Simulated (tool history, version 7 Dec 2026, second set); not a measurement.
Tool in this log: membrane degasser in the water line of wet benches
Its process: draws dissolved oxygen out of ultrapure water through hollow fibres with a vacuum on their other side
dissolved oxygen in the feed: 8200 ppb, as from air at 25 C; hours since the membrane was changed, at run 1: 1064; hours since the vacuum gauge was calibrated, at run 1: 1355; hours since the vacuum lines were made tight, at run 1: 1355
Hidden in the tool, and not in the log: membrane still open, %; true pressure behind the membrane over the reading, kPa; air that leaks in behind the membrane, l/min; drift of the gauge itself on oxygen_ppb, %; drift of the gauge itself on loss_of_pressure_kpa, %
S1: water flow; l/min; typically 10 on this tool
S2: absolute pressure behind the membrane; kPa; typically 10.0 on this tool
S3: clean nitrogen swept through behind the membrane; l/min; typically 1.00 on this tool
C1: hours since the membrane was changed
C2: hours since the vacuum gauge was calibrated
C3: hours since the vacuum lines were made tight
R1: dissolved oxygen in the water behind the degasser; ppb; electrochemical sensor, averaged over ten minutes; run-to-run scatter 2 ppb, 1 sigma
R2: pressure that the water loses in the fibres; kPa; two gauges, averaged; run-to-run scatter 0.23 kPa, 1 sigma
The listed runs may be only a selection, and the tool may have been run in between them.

run,day,S1,S2,S3,C1,C2,C3,R1,R2
1,0.000,10,10.0,1.00,1064,1355,1355,199.7,59.95
2,4.292,10,10.0,1.00,1167,1458,1458,202.8,59.73
3,8.112,10,10.0,0.42,1259,1549,1549,388.4,60.19
4,15.225,10,10.0,0.42,1430,1720,1720,388.4,60.02
5,23.625,10,10.0,1.00,1631,1922,1922,202.9,60.15
6,31.996,10,10.0,1.00,1832,2122,2122,201.2,59.96
# day 32.821: vacuum gauge calibrated
7,40.329,10,10.0,0.49,2032,180,2322,345.9,60.17
8,49.329,15,14.5,2.13,2248,396,2538,302.7,90.24
9,53.333,10,10.3,1.00,2344,492,2634,213.4,60.09
10,59.217,10,10.3,1.00,2485,634,2775,211.5,60.74
11,66.154,10,10.3,1.00,2651,800,2942,215.2,60.76
12,72.708,8,10.0,1.92,2809,957,3099,93.6,48.00
13,80.579,10,10.0,0.44,2998,1146,3288,386.9,60.36
# day 86.696: vacuum gauge calibrated, once more
14,87.475,10,10.0,0.44,3163,19,3453,371.0,60.68

Forecast each of these 3 alternatives for the next run:
A,92.333,14,9.7,1.82,3279,135,3570,?,?
B,92.333,10,10.0,1.35,3279,135,3570,?,?
C,92.333,10,10.0,1.85,3279,135,3570,?,?

run,R1,R2
A,217.3,85.16
B,164.9,60.96
C,131.9,60.62
What these runs would have given with no unlogged condition in the tool:
run,R1,R2
A,206.2,83.12
B,158.2,59.50
C,125.5,59.18

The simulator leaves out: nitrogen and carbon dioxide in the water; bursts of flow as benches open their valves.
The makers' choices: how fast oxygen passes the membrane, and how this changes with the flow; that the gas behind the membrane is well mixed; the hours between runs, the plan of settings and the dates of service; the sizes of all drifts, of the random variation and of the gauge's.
